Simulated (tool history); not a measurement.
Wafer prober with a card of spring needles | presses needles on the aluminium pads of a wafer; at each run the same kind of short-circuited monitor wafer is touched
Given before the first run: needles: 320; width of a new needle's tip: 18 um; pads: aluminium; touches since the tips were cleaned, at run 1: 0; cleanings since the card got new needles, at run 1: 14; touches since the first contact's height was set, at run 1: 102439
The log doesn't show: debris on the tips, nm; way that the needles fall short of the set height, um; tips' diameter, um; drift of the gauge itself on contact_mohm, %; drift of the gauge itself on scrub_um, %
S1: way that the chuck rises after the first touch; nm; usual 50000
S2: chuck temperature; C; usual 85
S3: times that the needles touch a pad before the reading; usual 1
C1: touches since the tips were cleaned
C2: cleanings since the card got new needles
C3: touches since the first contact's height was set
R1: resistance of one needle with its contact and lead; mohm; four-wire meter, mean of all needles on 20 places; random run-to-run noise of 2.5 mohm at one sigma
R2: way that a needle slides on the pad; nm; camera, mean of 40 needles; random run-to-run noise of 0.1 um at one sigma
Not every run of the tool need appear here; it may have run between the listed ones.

{"run": 1, "hour": 0.0, "S1": 50000, "S2": 85, "S3": 1, "C1": 0, "C2": 14, "C3": 102439, "R1": 297, "R2": 13320}
{"run": 2, "hour": 11.7, "S1": 50000, "S2": 33, "S3": 1, "C1": 5835, "C2": 14, "C3": 108274, "R1": 377, "R2": 13490}
{"hour": 12.8, "done": "tips cleaned on abrasive film"}
{"run": 3, "hour": 23.9, "S1": 50000, "S2": 33, "S3": 1, "C1": 5529, "C2": 15, "C3": 114277, "R1": 377, "R2": 13410}
{"hour": 25.5, "done": "tips cleaned on abrasive film"}
{"hour": 37.9, "done": "tips cleaned on abrasive film"}
{"run": 4, "hour": 38.8, "S1": 54000, "S2": 33, "S3": 1, "C1": 458, "C2": 17, "C3": 121592, "R1": 287, "R2": 14400}
{"hour": 50.9, "done": "tips cleaned on abrasive film"}
{"run": 5, "hour": 54.1, "S1": 50000, "S2": 54, "S3": 1, "C1": 1603, "C2": 18, "C3": 129135, "R1": 326, "R2": 13170}
{"hour": 64.3, "done": "tips cleaned on abrasive film"}
{"run": 6, "hour": 68.2, "S1": 50000, "S2": 54, "S3": 1, "C1": 1928, "C2": 19, "C3": 136068, "R1": 341, "R2": 13290}
{"hour": 77.1, "done": "tips cleaned on abrasive film"}
{"run": 7, "hour": 77.5, "S1": 50000, "S2": 54, "S3": 1, "C1": 191, "C2": 20, "C3": 140667, "R1": 294, "R2": 13270}
{"hour": 89.6, "done": "tips cleaned on abrasive film"}
{"run": 8, "hour": 94.6, "S1": 50000, "S2": 79, "S3": 1, "C1": 2514, "C2": 21, "C3": 149106, "R1": 356, "R2": 13190}
{"hour": 101.8, "done": "tips cleaned on abrasive film"}
{"run": 9, "hour": 112.0, "S1": 50000, "S2": 79, "S3": 1, "C1": 5058, "C2": 22, "C3": 157683, "R1": 394, "R2": 13190}
{"hour": 114.6, "done": "tips cleaned on abrasive film"}
{"run": 10, "hour": 123.9, "S1": 50000, "S2": 79, "S3": 1, "C1": 4654, "C2": 23, "C3": 163567, "R1": 388, "R2": 12980}
{"hour": 127.7, "done": "tips cleaned on abrasive film"}
{"run": 11, "hour": 131.7, "S1": 50000, "S2": 85, "S3": 2, "C1": 1978, "C2": 24, "C3": 167380, "R1": 323, "R2": 13150}
{"hour": 141.4, "done": "tips cleaned on abrasive film"}
{"run": 12, "hour": 146.8, "S1": 50000, "S2": 74, "S3": 2, "C1": 2711, "C2": 25, "C3": 174845, "R1": 331, "R2": 13050}
{"hour": 153.7, "done": "tips cleaned on abrasive film"}
{"run": 13, "hour": 159.3, "S1": 50000, "S2": 52, "S3": 2, "C1": 2794, "C2": 26, "C3": 181015, "R1": 327, "R2": 13080}
{"hour": 166.7, "done": "tips cleaned on abrasive film"}
{"run": 14, "hour": 171.3, "S1": 61000, "S2": 101, "S3": 2, "C1": 2305, "C2": 27, "C3": 186936, "R1": 319, "R2": 16110}
{"hour": 178.9, "done": "tips cleaned on abrasive film"}
{"run": 15, "hour": 181.2, "S1": 61000, "S2": 36, "S3": 2, "C1": 1105, "C2": 28, "C3": 191767, "R1": 290, "R2": 15870}
{"run": 16, "hour": 190.1, "S1": 68000, "S2": 34, "S3": 2, "C1": 5527, "C2": 28, "C3": 196189, "R1": 306, "R2": 17970}
{"hour": 191.7, "done": "tips cleaned on abrasive film"}
{"hour": 204.7, "done": "tips cleaned on abrasive film"}
{"run": 17, "hour": 207.5, "S1": 46000, "S2": 102, "S3": 2, "C1": 1347, "C2": 30, "C3": 204728, "R1": 336, "R2": 11860}
{"hour": 217.2, "done": "tips cleaned on abrasive film"}
{"run": 18, "hour": 217.2, "S1": 46000, "S2": 102, "S3": 2, "C1": 0, "C2": 31, "C3": 209535, "R1": 311, "R2": 11800}
{"hour": 221.2, "done": "height of the first contact set anew"}
{"hour": 230.5, "done": "tips cleaned on abrasive film"}
{"run": 19, "hour": 231.6, "S1": 46000, "S2": 102, "S3": 2, "C1": 547, "C2": 32, "C3": 5090, "R1": 317, "R2": 12820}
{"hour": 243.1, "done": "tips cleaned on abrasive film"}
{"run": 20, "hour": 243.9, "S1": 46000, "S2": 102, "S3": 2, "C1": 424, "C2": 33, "C3": 11181, "R1": 315, "R2": 12570}
{"hour": 256.2, "done": "tips cleaned on abrasive film"}
{"run": 21, "hour": 258.6, "S1": 50000, "S2": 85, "S3": 3, "C1": 1189, "C2": 34, "C3": 18440, "R1": 308, "R2": 13760}
{"run": 22, "hour": 266.8, "S1": 50000, "S2": 85, "S3": 3, "C1": 5264, "C2": 34, "C3": 22515, "R1": 321, "R2": 13570}
{"hour": 269.4, "done": "tips cleaned on abrasive film"}
{"run": 23, "hour": 277.3, "S1": 50000, "S2": 85, "S3": 2, "C1": 3902, "C2": 35, "C3": 27669, "R1": 341, "R2": 13640}

Below are 5 alternative next runs, each starting from the tool's condition after run 23. Predict each:
{"hour": 282.3, "done": "tips cleaned on abrasive film"}
{"run": "A", "hour": 287.6, "S1": 61000, "S2": 110, "S3": 1, "C1": 2599, "C2": 36, "C3": 32712, "R1": "?", "R2": "?"}
{"hour": 282.3, "done": "tips cleaned on abrasive film"}
{"run": "B", "hour": 287.6, "S1": 61000, "S2": 50, "S3": 2, "C1": 2599, "C2": 36, "C3": 32712, "R1": "?", "R2": "?"}
{"hour": 282.3, "done": "tips cleaned on abrasive film"}
{"run": "C", "hour": 287.6, "S1": 41000, "S2": 85, "S3": 1, "C1": 2599, "C2": 36, "C3": 32712, "R1": "?", "R2": "?"}
{"hour": 282.3, "done": "tips cleaned on abrasive film"}
{"run": "D", "hour": 287.6, "S1": 62000, "S2": 124, "S3": 1, "C1": 2599, "C2": 36, "C3": 32712, "R1": "?", "R2": "?"}
{"hour": 282.3, "done": "tips cleaned on abrasive film"}
{"run": "E", "hour": 287.6, "S1": 50000, "S2": 80, "S3": 2, "C1": 2599, "C2": 36, "C3": 32712, "R1": "?", "R2": "?"}

run=A R1=332 R2=16620
run=B R1=303 R2=16830
run=C R1=392 R2=11160
run=D R1=333 R2=17140
run=E R1=333 R2=13770
Take away the tool's hidden state, keep each run's random variation, and the runs would have read:
run=A R1=288 R2=16770
run=B R1=273 R2=16980
run=C R1=294 R2=11310
run=D R1=291 R2=17290
run=E R1=291 R2=13930
